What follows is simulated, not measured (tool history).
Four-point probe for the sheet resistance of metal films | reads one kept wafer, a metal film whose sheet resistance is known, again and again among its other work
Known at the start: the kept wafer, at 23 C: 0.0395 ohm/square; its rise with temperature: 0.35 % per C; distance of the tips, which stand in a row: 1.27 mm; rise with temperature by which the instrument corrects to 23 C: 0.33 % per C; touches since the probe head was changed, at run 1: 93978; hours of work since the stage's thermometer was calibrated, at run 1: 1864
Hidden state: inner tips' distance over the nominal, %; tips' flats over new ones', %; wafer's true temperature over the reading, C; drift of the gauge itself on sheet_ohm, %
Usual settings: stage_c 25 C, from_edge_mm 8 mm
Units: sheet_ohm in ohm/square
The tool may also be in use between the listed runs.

run	day	stage_c	from_edge_mm	touches since the probe head was changed	hours of work since the stage's thermometer was calibrated	sheet_ohm
1	0.000	25	8	93978	1864	0.039534
2	5.712	25	8	98521	1949	0.039513
3	10.212	25	10	102101	2016	0.039320
4	14.825	25	10	105771	2085	0.039302
5	18.904	25	10	109013	2146	0.039283
6	24.096	25	10	113142	2223	0.039266
7	29.621	25	8	117539	2305	0.039445
8	33.429	18	8	120569	2362	0.039370
9	36.800	26	8	123248	2412	0.039420
10	40.333	26	8	126058	2465	0.039400
11	43.054	26	65	128222	2506	0.038878
12	47.554	19	6	131804	2573	0.039717
13	52.721	19	6	135911	2650	0.039690
14	56.538	33	69	138948	2707	0.038877
15	60.108	33	69	141789	2760	0.038892
16	64.258	33	18	145091	2822	0.038961
# day 65.075: stage's thermometer calibrated
17	66.917	33	18	147186	27	0.039014
18	70.258	25	11	149845	77	0.039125
19	73.179	25	11	152169	121	0.039114
20	78.000	22	57	156003	193	0.038801

Forecast each of these 3 alternatives for the next run:
# day 81.304: new probe head fitted
A	81.996	24	75	550	251	?
# day 81.304: new probe head fitted
B	81.996	25	16	550	251	?
# day 81.304: new probe head fitted
C	81.996	33	8	550	251	?

run	sheet_ohm
A	0.039475
B	0.039624
C	0.040077
Without the tool's hidden state the same runs would have given:
run	sheet_ohm
A	0.039509
B	0.039657
C	0.040111

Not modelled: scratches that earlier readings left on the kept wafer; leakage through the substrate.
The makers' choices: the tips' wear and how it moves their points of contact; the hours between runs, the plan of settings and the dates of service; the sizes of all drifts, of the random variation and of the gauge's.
